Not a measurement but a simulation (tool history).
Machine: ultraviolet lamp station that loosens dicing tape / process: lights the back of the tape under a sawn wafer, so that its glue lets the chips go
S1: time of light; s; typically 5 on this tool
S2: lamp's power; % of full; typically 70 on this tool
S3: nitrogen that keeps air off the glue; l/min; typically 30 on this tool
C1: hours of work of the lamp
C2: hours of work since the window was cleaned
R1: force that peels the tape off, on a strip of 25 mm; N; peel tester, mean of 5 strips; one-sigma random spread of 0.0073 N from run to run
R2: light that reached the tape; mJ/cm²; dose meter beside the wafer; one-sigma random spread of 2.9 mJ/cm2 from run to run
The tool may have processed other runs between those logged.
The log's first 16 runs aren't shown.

run	hour	S1	S2	S3	C1	C2	R1	R2
# hour 1211.6: window cleaned of glue's vapour
17	1257.4	5	70	9	1212	34	1.586	321
18	1311.2	5	70	9	1252	75	1.635	315
19	1374.6	5	70	9	1300	123	1.636	310
20	1442.8	9	70	31	1351	174	0.124	539
21	1501.0	9	70	31	1395	217	0.138	531
22	1551.4	9	70	31	1433	255	0.135	517
23	1613.2	9	70	31	1479	302	0.151	511
# hour 1648.0: window cleaned of glue's vapour
24	1669.4	5	76	30	1521	16	0.543	319
25	1716.0	5	76	30	1556	51	0.571	314
26	1772.4	7	80	54	1598	93	0.120	460
27	1870.2	4	65	34	1672	167	1.383	205
28	1952.6	3	79	31	1734	229	1.848	182
29	2024.5	3	79	31	1788	283	1.982	174
30	2082.0	4	96	39	1831	326	0.627	280
# hour 2087.0: window cleaned of glue's vapour
# hour 2159.7: lamp changed
31	2159.7	5	70	51	0	54	0.170	400
32	2234.3	5	70	51	56	110	0.180	393
33	2302.3	5	70	51	107	161	0.200	388
34	2378.4	3	70	30	164	218	1.306	223
35	2463.0	4	86	30	228	282	0.397	357
# hour 2529.3: window cleaned of glue's vapour
36	2540.9	5	70	44	286	9	0.217	387
37	2632.7	5	70	44	355	78	0.242	373
38	2696.8	5	72	20	403	126	0.531	377

5 ways to go on from here, each from the tool as it stands after run 38. What would each give?
A	2756.8	5	70	9	448	171	?	?
B	2756.8	3	70	30	448	171	?	?
C	2756.8	3	78	41	448	171	?	?
D	2756.8	6	87	25	448	171	?	?
E	2756.8	8	89	49	448	171	?	?

run	R1	R2
A	1.224	363
B	1.398	216
C	0.855	238
D	0.161	535
E	0.071	728
Take away the tool's hidden state, keep each run's random variation, and the runs would have read:
run	R1	R2
A	0.900	417
B	1.040	248
C	0.604	274
D	0.119	615
E	0.069	837

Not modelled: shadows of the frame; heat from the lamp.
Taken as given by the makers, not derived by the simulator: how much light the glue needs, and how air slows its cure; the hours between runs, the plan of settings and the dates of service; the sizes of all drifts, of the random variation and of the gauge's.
